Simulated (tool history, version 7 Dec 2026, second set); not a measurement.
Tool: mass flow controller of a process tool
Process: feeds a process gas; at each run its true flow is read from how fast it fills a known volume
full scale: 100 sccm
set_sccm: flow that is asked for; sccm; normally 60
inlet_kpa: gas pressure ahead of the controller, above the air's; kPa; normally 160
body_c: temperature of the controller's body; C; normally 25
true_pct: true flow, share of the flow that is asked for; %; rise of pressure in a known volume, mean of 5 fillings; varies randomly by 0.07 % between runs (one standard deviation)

{"run": 1, "hour": 0.0, "set_sccm": 60, "inlet_kpa": 160, "body_c": 25, "true_pct": 98.87}
{"run": 2, "hour": 59.0, "set_sccm": 60, "inlet_kpa": 160, "body_c": 25, "true_pct": 99.1}
{"run": 3, "hour": 110.3, "set_sccm": 60, "inlet_kpa": 160, "body_c": 25, "true_pct": 99.15}
{"run": 4, "hour": 213.9, "set_sccm": 60, "inlet_kpa": 160, "body_c": 22, "true_pct": 99.16}
{"run": 5, "hour": 281.5, "set_sccm": 60, "inlet_kpa": 160, "body_c": 22, "true_pct": 99.17}
{"run": 6, "hour": 370.1, "set_sccm": 60, "inlet_kpa": 147, "body_c": 25, "true_pct": 99.4}
{"run": 7, "hour": 466.0, "set_sccm": 60, "inlet_kpa": 160, "body_c": 25, "true_pct": 99.42}
{"run": 8, "hour": 563.9, "set_sccm": 28, "inlet_kpa": 160, "body_c": 25, "true_pct": 98.36}
{"run": 9, "hour": 648.8, "set_sccm": 28, "inlet_kpa": 160, "body_c": 25, "true_pct": 98.56}
{"run": 10, "hour": 722.4, "set_sccm": 60, "inlet_kpa": 160, "body_c": 25, "true_pct": 99.66}
{"run": 11, "hour": 764.8, "set_sccm": 60, "inlet_kpa": 145, "body_c": 25, "true_pct": 99.74}
{"run": 12, "hour": 837.0, "set_sccm": 39, "inlet_kpa": 160, "body_c": 25, "true_pct": 98.96}
{"run": 13, "hour": 901.3, "set_sccm": 39, "inlet_kpa": 160, "body_c": 25, "true_pct": 99.09}
{"run": 14, "hour": 947.8, "set_sccm": 59, "inlet_kpa": 195, "body_c": 37, "true_pct": 99.25}
{"run": 15, "hour": 1030.5, "set_sccm": 59, "inlet_kpa": 195, "body_c": 37, "true_pct": 99.34}
{"run": 16, "hour": 1124.5, "set_sccm": 38, "inlet_kpa": 202, "body_c": 22, "true_pct": 99.32}
{"run": 17, "hour": 1204.8, "set_sccm": 26, "inlet_kpa": 176, "body_c": 29, "true_pct": 98.95}
{"run": 18, "hour": 1259.8, "set_sccm": 21, "inlet_kpa": 199, "body_c": 24, "true_pct": 98.89}
{"run": 19, "hour": 1318.2, "set_sccm": 63, "inlet_kpa": 158, "body_c": 24, "true_pct": 100.47}
{"run": 20, "hour": 1363.5, "set_sccm": 10, "inlet_kpa": 236, "body_c": 25, "true_pct": 98.49}
{"hour": 1388.0, "done": "gauge calibrated"}
{"run": 21, "hour": 1426.2, "set_sccm": 37, "inlet_kpa": 174, "body_c": 25, "true_pct": 98.01}
{"run": 22, "hour": 1475.9, "set_sccm": 37, "inlet_kpa": 174, "body_c": 25, "true_pct": 98.19}
{"run": 23, "hour": 1547.4, "set_sccm": 54, "inlet_kpa": 148, "body_c": 22, "true_pct": 98.9}

4 ways to go on from here, each from the tool as it stands after run 23. What would each give?
{"run": "A", "hour": 1632.1, "set_sccm": 60, "inlet_kpa": 160, "body_c": 36, "true_pct": "?"}
{"run": "B", "hour": 1632.1, "set_sccm": 86, "inlet_kpa": 178, "body_c": 25, "true_pct": "?"}
{"run": "C", "hour": 1632.1, "set_sccm": 73, "inlet_kpa": 234, "body_c": 22, "true_pct": "?"}
{"run": "D", "hour": 1632.1, "set_sccm": 54, "inlet_kpa": 148, "body_c": 30, "true_pct": "?"}

run=A true_pct=98.77
run=B true_pct=99.87
run=C true_pct=99.31
run=D true_pct=98.76
What these runs would have given with no unlogged condition in the tool:
run=A true_pct=98.54
run=B true_pct=99.63
run=C true_pct=99.07
run=D true_pct=98.53
